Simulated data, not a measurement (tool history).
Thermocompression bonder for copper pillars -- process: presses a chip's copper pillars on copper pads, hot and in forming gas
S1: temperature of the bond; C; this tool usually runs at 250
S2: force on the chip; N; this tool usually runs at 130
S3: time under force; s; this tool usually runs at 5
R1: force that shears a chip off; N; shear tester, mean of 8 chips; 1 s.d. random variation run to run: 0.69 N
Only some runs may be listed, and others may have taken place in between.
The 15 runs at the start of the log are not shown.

-- hour=375.2 forming gas filter changed
run 16 hour=388.2 | S1=250 S2=122 S3=5 | R1=44.2
run 17 hour=418.4 | S1=250 S2=130 S3=5 | R1=46.6
run 18 hour=452.0 | S1=250 S2=106 S3=5 | R1=42.6
run 19 hour=477.3 | S1=250 S2=106 S3=5 | R1=42.4
run 20 hour=493.5 | S1=250 S2=130 S3=5 | R1=47.7
run 21 hour=522.1 | S1=250 S2=158 S3=3 | R1=42.4
run 22 hour=558.1 | S1=266 S2=126 S3=10 | R1=64.7
run 23 hour=586.9 | S1=245 S2=122 S3=13 | R1=57.9
run 24 hour=615.2 | S1=266 S2=122 S3=3 | R1=44.4
run 25 hour=641.3 | S1=250 S2=99 S3=3 | R1=34.1
run 26 hour=668.5 | S1=250 S2=130 S3=12 | R1=60.0
run 27 hour=687.1 | S1=240 S2=172 S3=5 | R1=47.9

Run 28, settings as shown, results not yet in. Your forecast:
run 28 hour=721.7 | S1=236 S2=186 S3=5 | R1=?

R1: 47.1 N
On a tool with no hidden condition, and with the same random variation, this run would have come out at R1 47.4 N.
